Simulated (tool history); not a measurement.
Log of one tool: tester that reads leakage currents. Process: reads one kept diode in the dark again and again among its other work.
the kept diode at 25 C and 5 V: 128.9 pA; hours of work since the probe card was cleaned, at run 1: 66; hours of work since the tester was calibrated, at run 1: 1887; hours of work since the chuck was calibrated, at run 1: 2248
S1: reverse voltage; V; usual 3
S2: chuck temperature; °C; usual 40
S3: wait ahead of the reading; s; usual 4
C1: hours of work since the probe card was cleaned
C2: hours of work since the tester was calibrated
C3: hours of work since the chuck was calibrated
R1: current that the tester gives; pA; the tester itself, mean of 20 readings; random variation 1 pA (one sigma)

run,hour,S1,S2,S3,C1,C2,C3,R1
1,0,3,40,4,66,1887,2248,310.98
2,93.8,1.17,40,4,127,1948,2309,198.96
3,169.1,1.17,40,4,176,1997,2358,199.34
4,238.2,1.17,40,4,221,2042,2403,198.39
5,311.7,1.17,40,4,269,2090,2450,197.29
# hour 375: chuck's temperature calibrated
6,420.9,1.17,40,4,339,2159,30,217.21
7,537.1,1.17,40,4,414,2235,105,216.47
8,657.6,1.17,40,4,492,2313,184,216.41
9,780.8,1.17,40,4,572,2393,264,215.39
10,857.9,3,40,2.07,623,2443,314,335.27
11,938.7,3,40,2.34,675,2496,366,336.44
12,996.1,3,40,2.34,712,2533,404,335.16
13,1062.1,3,40,2.34,755,2576,447,335.18
14,1180.7,3,40,2.34,832,2653,524,334.68
15,1234.8,3,40,2.34,868,2688,559,333.61
16,1321.4,3,48,4,924,2744,615,601.75
17,1390.3,3,48,4,969,2789,660,599.37
# hour 1461.5: tester calibrated
18,1476.2,3,48,4,1023,10,714,594.73
19,1561.5,3,48,4,1079,65,770,591.29
20,1662.9,3,48,4,1144,131,836,592.26
21,1780.4,3,48,4,1221,207,912,589.7
22,1880.2,4.66,48,0.43,1286,272,977,725.61
23,1978.4,4.66,48,0.43,1350,336,1041,728.76
24,2033.4,4.66,48,0.43,1385,372,1077,727.79
25,2132.9,4.66,48,0.43,1450,436,1141,722.24
26,2210.7,4.66,48,0.43,1501,487,1192,722.99
27,2302.1,2.91,40,3.37,1560,546,1251,318.55
28,2368.1,1.14,37,4.68,1603,589,1294,162.81
29,2461.6,19.21,25,2.18,1664,650,1355,249.2
30,2556,19.21,25,2.18,1725,711,1416,250.08
31,2676.2,12.31,37,2.79,1803,790,1494,504.59
32,2736.3,12.31,37,2.79,1842,829,1533,503.77
33,2801.1,2.44,27,4,1884,871,1576,105.22
34,2889.8,2.44,27,4,1942,928,1633,104.34
35,2954.4,2.44,39,4,1984,970,1675,268.85
36,3075.8,2.44,39,4,2063,1049,1754,267.98
37,3178,2.44,39,4,2129,1116,1821,265.77
38,3303.1,2.44,39,4,2211,1197,1902,266.91
# hour 3408.7: probe card cleaned and baked
39,3411.3,10.19,40,0.46,2,1265,1970,560.52
40,3538.4,3,57,5.16,84,1348,2053,1071.1
41,3624.1,1.83,35,4,140,1404,2109,167.6

How the hidden state differs across the entries between the runs, from the last listed run before each to the first after it:
Between runs 5 and 6: chuck's temperature calibrated (hour 375)
  stray current of the dirty probe card, pA a volt: 0.167 -> 0.205; current scale over the true one, %: 0.69 -> 0.71; true chuck temperature over the reading, C: -1.2 -> 0
  measured less the result without the state, R1: -17.17 -> +1.82 pA
Between runs 17 and 18: tester calibrated (hour 1461.5)
  stray current of the dirty probe card, pA a volt: 0.557 -> 0.586; current scale over the true one, %: 0.91 -> 0.15; true chuck temperature over the reading, C: -0.32 -> -0.35
  measured less the result without the state, R1: -6.83 -> -12.5 pA
Between runs 38 and 39: probe card cleaned and baked (hour 3408.7)
  stray current of the dirty probe card, pA a volt: 1.242 -> 0.022; current scale over the true one, %: 0.54 -> 0.56; true chuck temperature over the reading, C: -0.94 -> -0.98
  measured less the result without the state, R1: -15.28 -> -39.81 pA
